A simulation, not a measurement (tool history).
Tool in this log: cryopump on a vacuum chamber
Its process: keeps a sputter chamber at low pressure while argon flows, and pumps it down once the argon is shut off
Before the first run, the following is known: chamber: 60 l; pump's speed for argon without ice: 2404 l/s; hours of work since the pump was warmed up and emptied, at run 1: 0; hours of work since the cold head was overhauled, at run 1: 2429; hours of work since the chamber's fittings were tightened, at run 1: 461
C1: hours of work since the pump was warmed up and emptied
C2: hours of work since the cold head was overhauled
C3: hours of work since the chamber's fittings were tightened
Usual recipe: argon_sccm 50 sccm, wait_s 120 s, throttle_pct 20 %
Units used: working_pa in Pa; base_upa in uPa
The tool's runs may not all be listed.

run 1 hour=0.0 | argon_sccm=50 wait_s=120 throttle_pct=20 | C1=0 C2=2429 C3=461 | working_pa=0.1770 base_upa=0.61
run 2 hour=56.8 | argon_sccm=50 wait_s=120 throttle_pct=20 | C1=43 C2=2472 C3=504 | working_pa=0.1768 base_upa=0.64
run 3 hour=137.5 | argon_sccm=62 wait_s=120 throttle_pct=20 | C1=103 C2=2533 C3=564 | working_pa=0.2206 base_upa=0.64
run 4 hour=181.3 | argon_sccm=62 wait_s=120 throttle_pct=20 | C1=136 C2=2566 C3=597 | working_pa=0.2219 base_upa=0.60
run 5 hour=241.5 | argon_sccm=73 wait_s=120 throttle_pct=20 | C1=182 C2=2611 C3=643 | working_pa=0.2613 base_upa=0.64
run 6 hour=305.7 | argon_sccm=73 wait_s=120 throttle_pct=20 | C1=230 C2=2659 C3=691 | working_pa=0.2625 base_upa=0.65
run 7 hour=380.2 | argon_sccm=73 wait_s=120 throttle_pct=20 | C1=286 C2=2715 C3=747 | working_pa=0.2633 base_upa=0.66
run 8 hour=463.8 | argon_sccm=50 wait_s=120 throttle_pct=20 | C1=349 C2=2778 C3=810 | working_pa=0.1821 base_upa=0.67
run 9 hour=515.2 | argon_sccm=50 wait_s=120 throttle_pct=20 | C1=387 C2=2817 C3=848 | working_pa=0.1821 base_upa=0.66
run 10 hour=551.3 | argon_sccm=50 wait_s=120 throttle_pct=20 | C1=414 C2=2844 C3=875 | working_pa=0.1830 base_upa=0.67
run 11 hour=609.9 | argon_sccm=50 wait_s=120 throttle_pct=37 | C1=458 C2=2888 C3=919 | working_pa=0.1022 base_upa=0.69
run 12 hour=666.0 | argon_sccm=37 wait_s=120 throttle_pct=20 | C1=501 C2=2930 C3=962 | working_pa=0.1371 base_upa=0.68
run 13 hour=715.7 | argon_sccm=61 wait_s=258 throttle_pct=48 | C1=538 C2=2967 C3=999 | working_pa=0.1000 base_upa=0.45
run 14 hour=793.2 | argon_sccm=85 wait_s=258 throttle_pct=36 | C1=596 C2=3025 C3=1057 | working_pa=0.1820 base_upa=0.43

Forecast run 15:
run 15 hour=859.0 | argon_sccm=50 wait_s=58 throttle_pct=25 | C1=646 C2=3075 C3=1107 | working_pa=? base_upa=?

{"run 15": {"working_pa": 0.1511, "base_upa": 1.15}}
The same run, on a tool lacking any hidden state, would have yielded working_pa 0.1413 Pa, base_upa 1.02 uPa.
